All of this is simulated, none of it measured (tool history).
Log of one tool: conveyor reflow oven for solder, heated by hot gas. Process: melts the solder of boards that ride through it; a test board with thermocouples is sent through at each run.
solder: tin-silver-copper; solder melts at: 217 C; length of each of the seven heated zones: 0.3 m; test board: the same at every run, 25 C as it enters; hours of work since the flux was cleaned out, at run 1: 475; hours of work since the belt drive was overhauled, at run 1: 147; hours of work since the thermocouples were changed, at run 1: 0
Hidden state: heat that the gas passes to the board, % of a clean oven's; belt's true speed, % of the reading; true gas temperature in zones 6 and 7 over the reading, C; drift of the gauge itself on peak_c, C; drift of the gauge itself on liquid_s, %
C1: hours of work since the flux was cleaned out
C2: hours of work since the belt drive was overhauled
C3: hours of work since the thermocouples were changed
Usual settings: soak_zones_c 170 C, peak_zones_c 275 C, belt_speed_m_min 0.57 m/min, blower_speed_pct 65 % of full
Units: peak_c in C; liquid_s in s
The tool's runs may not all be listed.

{"run": 1, "hour": 0.0, "soak_zones_c": 170, "peak_zones_c": 275, "belt_speed_m_min": 0.57, "blower_speed_pct": 65, "C1": 475, "C2": 147, "C3": 0, "peak_c": 257.1, "liquid_s": 49.2}
{"hour": 9.1, "done": "flux residue cleaned out of gas plates and filters"}
{"run": 2, "hour": 21.6, "soak_zones_c": 170, "peak_zones_c": 275, "belt_speed_m_min": 0.57, "blower_speed_pct": 65, "C1": 10, "C2": 160, "C3": 13, "peak_c": 259.3, "liquid_s": 50.4}
{"run": 3, "hour": 33.6, "soak_zones_c": 170, "peak_zones_c": 275, "belt_speed_m_min": 0.57, "blower_speed_pct": 65, "C1": 19, "C2": 169, "C3": 22, "peak_c": 260.2, "liquid_s": 50.8}
{"run": 4, "hour": 50.4, "soak_zones_c": 170, "peak_zones_c": 275, "belt_speed_m_min": 0.57, "blower_speed_pct": 65, "C1": 32, "C2": 182, "C3": 35, "peak_c": 259.3, "liquid_s": 50.2}
{"run": 5, "hour": 75.9, "soak_zones_c": 170, "peak_zones_c": 275, "belt_speed_m_min": 0.57, "blower_speed_pct": 65, "C1": 52, "C2": 202, "C3": 55, "peak_c": 260.2, "liquid_s": 50.7}
{"run": 6, "hour": 99.5, "soak_zones_c": 170, "peak_zones_c": 275, "belt_speed_m_min": 0.464, "blower_speed_pct": 65, "C1": 70, "C2": 220, "C3": 74, "peak_c": 265.3, "liquid_s": 65.9}
{"run": 7, "hour": 119.2, "soak_zones_c": 170, "peak_zones_c": 275, "belt_speed_m_min": 0.464, "blower_speed_pct": 65, "C1": 86, "C2": 236, "C3": 89, "peak_c": 265.7, "liquid_s": 66.4}
{"run": 8, "hour": 130.7, "soak_zones_c": 170, "peak_zones_c": 275, "belt_speed_m_min": 0.464, "blower_speed_pct": 65, "C1": 95, "C2": 245, "C3": 98, "peak_c": 265.5, "liquid_s": 66.1}
{"run": 9, "hour": 144.6, "soak_zones_c": 170, "peak_zones_c": 275, "belt_speed_m_min": 0.464, "blower_speed_pct": 65, "C1": 106, "C2": 255, "C3": 109, "peak_c": 265.6, "liquid_s": 65.9}
{"run": 10, "hour": 158.9, "soak_zones_c": 170, "peak_zones_c": 275, "belt_speed_m_min": 0.464, "blower_speed_pct": 65, "C1": 117, "C2": 267, "C3": 120, "peak_c": 265, "liquid_s": 66.6}
{"run": 11, "hour": 171.5, "soak_zones_c": 170, "peak_zones_c": 275, "belt_speed_m_min": 0.57, "blower_speed_pct": 77, "C1": 127, "C2": 276, "C3": 130, "peak_c": 261.9, "liquid_s": 51.9}
{"run": 12, "hour": 195.1, "soak_zones_c": 175, "peak_zones_c": 275, "belt_speed_m_min": 0.57, "blower_speed_pct": 77, "C1": 145, "C2": 295, "C3": 148, "peak_c": 262.2, "liquid_s": 53.1}
{"run": 13, "hour": 216.5, "soak_zones_c": 176, "peak_zones_c": 276, "belt_speed_m_min": 0.492, "blower_speed_pct": 75, "C1": 162, "C2": 312, "C3": 165, "peak_c": 266.4, "liquid_s": 65.1}
{"run": 14, "hour": 234.9, "soak_zones_c": 176, "peak_zones_c": 276, "belt_speed_m_min": 0.492, "blower_speed_pct": 75, "C1": 176, "C2": 326, "C3": 179, "peak_c": 266.3, "liquid_s": 65.2}
{"run": 15, "hour": 255.9, "soak_zones_c": 183, "peak_zones_c": 276, "belt_speed_m_min": 0.492, "blower_speed_pct": 54, "C1": 192, "C2": 342, "C3": 196, "peak_c": 263, "liquid_s": 65.1}
{"run": 16, "hour": 277.5, "soak_zones_c": 164, "peak_zones_c": 277, "belt_speed_m_min": 0.461, "blower_speed_pct": 81, "C1": 209, "C2": 359, "C3": 213, "peak_c": 268.9, "liquid_s": 67.3}
{"run": 17, "hour": 295.8, "soak_zones_c": 164, "peak_zones_c": 277, "belt_speed_m_min": 0.461, "blower_speed_pct": 81, "C1": 224, "C2": 373, "C3": 227, "peak_c": 268.3, "liquid_s": 67.1}
{"run": 18, "hour": 320.3, "soak_zones_c": 156, "peak_zones_c": 275, "belt_speed_m_min": 0.625, "blower_speed_pct": 65, "C1": 243, "C2": 393, "C3": 246, "peak_c": 252.6, "liquid_s": 39}
{"run": 19, "hour": 338.7, "soak_zones_c": 170, "peak_zones_c": 268, "belt_speed_m_min": 0.52, "blower_speed_pct": 65, "C1": 257, "C2": 407, "C3": 260, "peak_c": 254.4, "liquid_s": 53.1}
{"run": 20, "hour": 362.7, "soak_zones_c": 170, "peak_zones_c": 268, "belt_speed_m_min": 0.52, "blower_speed_pct": 65, "C1": 276, "C2": 426, "C3": 279, "peak_c": 254.5, "liquid_s": 52.8}
{"run": 21, "hour": 384.7, "soak_zones_c": 178, "peak_zones_c": 279, "belt_speed_m_min": 0.614, "blower_speed_pct": 67, "C1": 293, "C2": 443, "C3": 296, "peak_c": 261.1, "liquid_s": 49.2}
{"run": 22, "hour": 404.1, "soak_zones_c": 170, "peak_zones_c": 287, "belt_speed_m_min": 0.57, "blower_speed_pct": 66, "C1": 308, "C2": 458, "C3": 311, "peak_c": 269, "liquid_s": 54.6}
{"run": 23, "hour": 427.9, "soak_zones_c": 170, "peak_zones_c": 287, "belt_speed_m_min": 0.57, "blower_speed_pct": 66, "C1": 327, "C2": 476, "C3": 330, "peak_c": 269.1, "liquid_s": 54.6}

4 ways to go on from here, each from the tool as it stands after run 23. What would each give?
{"run": "A", "hour": 450.4, "soak_zones_c": 170, "peak_zones_c": 285, "belt_speed_m_min": 0.57, "blower_speed_pct": 66, "C1": 344, "C2": 494, "C3": 347, "peak_c": "?", "liquid_s": "?"}
{"run": "B", "hour": 450.4, "soak_zones_c": 177, "peak_zones_c": 287, "belt_speed_m_min": 0.635, "blower_speed_pct": 65, "C1": 344, "C2": 494, "C3": 347, "peak_c": "?", "liquid_s": "?"}
{"run": "C", "hour": 450.4, "soak_zones_c": 165, "peak_zones_c": 268, "belt_speed_m_min": 0.57, "blower_speed_pct": 63, "C1": 344, "C2": 494, "C3": 347, "peak_c": "?", "liquid_s": "?"}
{"run": "D", "hour": 450.4, "soak_zones_c": 170, "peak_zones_c": 277, "belt_speed_m_min": 0.57, "blower_speed_pct": 74, "C1": 344, "C2": 494, "C3": 347, "peak_c": "?", "liquid_s": "?"}

run=A peak_c=267.3 liquid_s=53.8
run=B peak_c=265.2 liquid_s=48.8
run=C peak_c=249.9 liquid_s=43.8
run=D peak_c=261.4 liquid_s=52.3
Without the tool's hidden state the same runs would have given:
run=A peak_c=270.3 liquid_s=54.8
run=B peak_c=268.3 liquid_s=49.9
run=C peak_c=252.8 liquid_s=45.7
run=D peak_c=264.4 liquid_s=53.6
